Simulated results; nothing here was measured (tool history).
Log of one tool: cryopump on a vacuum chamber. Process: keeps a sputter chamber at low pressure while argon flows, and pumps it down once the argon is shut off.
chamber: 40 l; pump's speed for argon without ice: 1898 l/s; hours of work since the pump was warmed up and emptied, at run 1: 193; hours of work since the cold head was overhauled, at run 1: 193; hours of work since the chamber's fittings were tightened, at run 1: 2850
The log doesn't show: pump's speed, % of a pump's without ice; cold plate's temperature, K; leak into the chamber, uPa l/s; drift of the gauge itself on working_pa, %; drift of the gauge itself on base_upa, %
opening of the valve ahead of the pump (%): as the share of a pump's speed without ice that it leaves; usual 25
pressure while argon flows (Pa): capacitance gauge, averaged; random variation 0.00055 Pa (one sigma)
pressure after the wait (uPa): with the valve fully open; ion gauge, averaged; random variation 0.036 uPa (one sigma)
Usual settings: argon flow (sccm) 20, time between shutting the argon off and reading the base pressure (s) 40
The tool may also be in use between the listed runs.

run,day,argon flow (sccm),time between shutting the argon off and reading the base pressure (s),opening of the valve ahead of the pump (%),hours of work since the pump was warmed up and emptied,hours of work since the cold head was overhauled,hours of work since the chamber's fittings were tightened,pressure while argon flows (Pa),pressure after the wait (uPa)
1,0,20,40,25,193,193,2850,0.0707,3.72
2,0.579,20,40,25,202,202,2859,0.0723,3.83
3,0.85,20,40,25,206,206,2864,0.0709,3.76
4,1.388,20,40,25,215,215,2872,0.0717,3.74
5,1.954,20,40,25,224,224,2881,0.0717,3.86
6,2.283,20,40,25,229,229,2886,0.0728,3.92
7,2.692,20,40,25,235,235,2892,0.0715,3.76
8,2.95,20,40,21,239,239,2896,0.0848,3.8
9,3.483,20,40,21,248,248,2905,0.0844,3.79
10,3.908,20,40,21,254,254,2911,0.086,3.83
11,4.312,20,40,21,261,261,2918,0.0838,3.94
12,4.683,20,36,25,266,266,2924,0.0714,3.97
13,5.079,20,36,25,272,272,2930,0.0718,4.06
14,5.383,20,36,25,277,277,2934,0.0715,4.07
15,5.808,20,126,25,284,284,2941,0.0712,2.58
16,6.333,20,40,25,292,292,2949,0.0711,3.83
17,6.704,20,40,25,298,298,2955,0.072,3.81
18,7.283,20,40,25,307,307,2964,0.0712,3.88
19,7.571,20,130,17,311,311,2969,0.1058,2.65
20,7.85,20,130,17,316,316,2973,0.1043,2.62
21,8.129,20,130,17,320,320,2977,0.1059,2.52
22,8.404,34,40,25,324,324,2982,0.1227,3.95
23,8.908,36,40,25,332,332,2990,0.1305,3.9
24,9.217,36,40,25,337,337,2994,0.1282,3.84
25,9.654,31,40,25,344,344,3001,0.1119,3.96
26,10.067,21,40,48,350,350,3008,0.0403,3.94
27,10.421,21,40,48,356,356,3013,0.0407,3.93
28,10.833,21,40,48,362,362,3020,0.0404,4.1
29,11.417,35,41,32,372,372,3029,0.0988,3.89
30,11.938,25,238,26,380,380,3037,0.0865,2.49
31,12.542,17,109,40,389,389,3046,0.0381,2.72
32,12.988,34,109,37,396,396,3053,0.0836,2.76
33,13.258,13,40,44,400,400,3058,0.0274,3.95
34,13.8,10,25,34,409,409,3066,0.027,5

Measured less the same run without the tool's hidden state. The same run-to-run variation is in both; the gauge's scatter may not be:
run,pressure while argon flows (Pa),pressure after the wait (uPa)
1,+0.0004,+1.74
2,+0.0005,+1.79
3,+0.0005,+1.74
4,+0.0005,+1.76
5,+0.0004,+1.81
6,+0.0005,+1.84
7,+0.0006,+1.76
8,+0.0005,+1.79
9,+0.0005,+1.79
10,+0.0006,+1.8
11,+0.0005,+1.85
12,+0.0005,+1.78
13,+0.0006,+1.83
14,+0.0006,+1.84
15,+0.0006,+1.83
16,+0.0006,+1.84
17,+0.0006,+1.81
18,+0.0007,+1.86
19,+0.0007,+1.89
20,+0.0007,+1.85
21,+0.0007,+1.83
22,+0.0012,+1.9
23,+0.0013,+1.88
24,+0.0014,+1.85
25,+0.0012,+1.91
26,+0.0008,+1.89
27,+0.0008,+1.9
28,+0.0008,+1.99
29,+0.0015,+1.91
30,+0.001,+1.96
31,+0.0008,+1.89
32,+0.0015,+1.91
33,+0.0006,+1.94
34,+0.0005,+1.93

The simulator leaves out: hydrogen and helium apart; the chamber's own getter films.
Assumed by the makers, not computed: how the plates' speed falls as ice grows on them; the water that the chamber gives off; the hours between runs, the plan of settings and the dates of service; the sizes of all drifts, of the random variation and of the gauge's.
